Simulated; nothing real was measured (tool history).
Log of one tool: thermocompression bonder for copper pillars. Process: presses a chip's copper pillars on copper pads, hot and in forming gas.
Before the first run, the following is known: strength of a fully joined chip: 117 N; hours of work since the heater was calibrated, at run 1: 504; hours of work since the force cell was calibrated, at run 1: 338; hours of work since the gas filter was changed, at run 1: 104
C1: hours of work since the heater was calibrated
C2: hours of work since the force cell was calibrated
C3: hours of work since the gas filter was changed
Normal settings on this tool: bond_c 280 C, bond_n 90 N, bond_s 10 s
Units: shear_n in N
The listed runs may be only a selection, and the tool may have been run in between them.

run 1 hour=0.0 | bond_c=280 bond_n=90 bond_s=10 | C1=504 C2=338 C3=104 | shear_n=75.2
run 2 hour=41.3 | bond_c=280 bond_n=90 bond_s=10 | C1=524 C2=359 C3=124 | shear_n=77.1
run 3 hour=78.5 | bond_c=288 bond_n=90 bond_s=10 | C1=542 C2=377 C3=142 | shear_n=79.9
-- hour=100.8 forming gas filter changed
run 4 hour=100.8 | bond_c=288 bond_n=90 bond_s=10 | C1=553 C2=387 C3=0 | shear_n=84.5
run 5 hour=145.6 | bond_c=288 bond_n=90 bond_s=10 | C1=574 C2=409 C3=22 | shear_n=80.8
run 6 hour=175.4 | bond_c=288 bond_n=90 bond_s=10 | C1=589 C2=423 C3=36 | shear_n=83.6
run 7 hour=200.4 | bond_c=280 bond_n=90 bond_s=10 | C1=601 C2=436 C3=48 | shear_n=75.3
-- hour=251.9 heater calibrated with a thermocouple chip
run 8 hour=252.2 | bond_c=280 bond_n=90 bond_s=10 | C1=0 C2=460 C3=73 | shear_n=85.2
run 9 hour=278.7 | bond_c=280 bond_n=90 bond_s=10 | C1=13 C2=473 C3=85 | shear_n=84.4
run 10 hour=306.3 | bond_c=280 bond_n=90 bond_s=10 | C1=26 C2=486 C3=99 | shear_n=83.1
run 11 hour=347.0 | bond_c=280 bond_n=90 bond_s=10 | C1=46 C2=506 C3=119 | shear_n=82.2
run 12 hour=397.6 | bond_c=280 bond_n=90 bond_s=10 | C1=71 C2=530 C3=143 | shear_n=82.2
-- hour=419.0 forming gas filter changed
run 13 hour=447.5 | bond_c=280 bond_n=90 bond_s=10 | C1=95 C2=554 C3=14 | shear_n=83.8
run 14 hour=484.1 | bond_c=280 bond_n=90 bond_s=7 | C1=113 C2=572 C3=32 | shear_n=75.0
run 15 hour=526.7 | bond_c=280 bond_n=90 bond_s=7 | C1=133 C2=593 C3=52 | shear_n=74.2
run 16 hour=569.8 | bond_c=280 bond_n=90 bond_s=7 | C1=154 C2=614 C3=73 | shear_n=75.9
run 17 hour=592.6 | bond_c=268 bond_n=90 bond_s=9 | C1=165 C2=625 C3=84 | shear_n=70.1
run 18 hour=630.7 | bond_c=264 bond_n=59 bond_s=15 | C1=184 C2=643 C3=103 | shear_n=60.0
run 19 hour=657.2 | bond_c=291 bond_n=62 bond_s=15 | C1=197 C2=656 C3=116 | shear_n=83.7
run 20 hour=708.2 | bond_c=291 bond_n=124 bond_s=15 | C1=221 C2=681 C3=141 | shear_n=102.0
-- hour=734.3 forming gas filter changed
run 21 hour=739.2 | bond_c=291 bond_n=124 bond_s=15 | C1=236 C2=696 C3=2 | shear_n=106.1
run 22 hour=780.6 | bond_c=291 bond_n=124 bond_s=15 | C1=256 C2=716 C3=22 | shear_n=103.9
run 23 hour=822.0 | bond_c=291 bond_n=89 bond_s=16 | C1=277 C2=736 C3=43 | shear_n=97.4
run 24 hour=860.0 | bond_c=271 bond_n=69 bond_s=9 | C1=295 C2=755 C3=61 | shear_n=58.3
run 25 hour=889.8 | bond_c=271 bond_n=69 bond_s=9 | C1=309 C2=769 C3=76 | shear_n=58.4
run 26 hour=933.7 | bond_c=271 bond_n=70 bond_s=23 | C1=331 C2=790 C3=97 | shear_n=78.5
run 27 hour=978.4 | bond_c=271 bond_n=70 bond_s=23 | C1=353 C2=812 C3=119 | shear_n=78.4
run 28 hour=999.7 | bond_c=271 bond_n=70 bond_s=23 | C1=363 C2=822 C3=129 | shear_n=77.9
run 29 hour=1046.1 | bond_c=271 bond_n=70 bond_s=23 | C1=385 C2=845 C3=151 | shear_n=76.3

Each row is a separate what-if for the run after 29, all from the same tool condition, not one after another. Results?
-- hour=1049.4 forming gas filter changed
run A hour=1087.1 | bond_c=268 bond_n=90 bond_s=10 | C1=405 C2=865 C3=18 | shear_n=?
-- hour=1049.4 forming gas filter changed
run B hour=1087.1 | bond_c=257 bond_n=93 bond_s=16 | C1=405 C2=865 C3=18 | shear_n=?
-- hour=1049.4 forming gas filter changed
run C hour=1087.1 | bond_c=271 bond_n=78 bond_s=21 | C1=405 C2=865 C3=18 | shear_n=?
-- hour=1049.4 forming gas filter changed
run D hour=1087.1 | bond_c=271 bond_n=107 bond_s=5 | C1=405 C2=865 C3=18 | shear_n=?
-- hour=1049.4 forming gas filter changed
run E hour=1087.1 | bond_c=280 bond_n=58 bond_s=10 | C1=405 C2=865 C3=18 | shear_n=?

run=A shear_n=71.3
run=B shear_n=71.8
run=C shear_n=81.7
run=D shear_n=64.7
run=E shear_n=62.9
Take away the tool's hidden state, keep each run's random variation, and the runs would have read:
run=A shear_n=78.0
run=B shear_n=78.8
run=C shear_n=88.0
run=D shear_n=71.2
run=E shear_n=69.0

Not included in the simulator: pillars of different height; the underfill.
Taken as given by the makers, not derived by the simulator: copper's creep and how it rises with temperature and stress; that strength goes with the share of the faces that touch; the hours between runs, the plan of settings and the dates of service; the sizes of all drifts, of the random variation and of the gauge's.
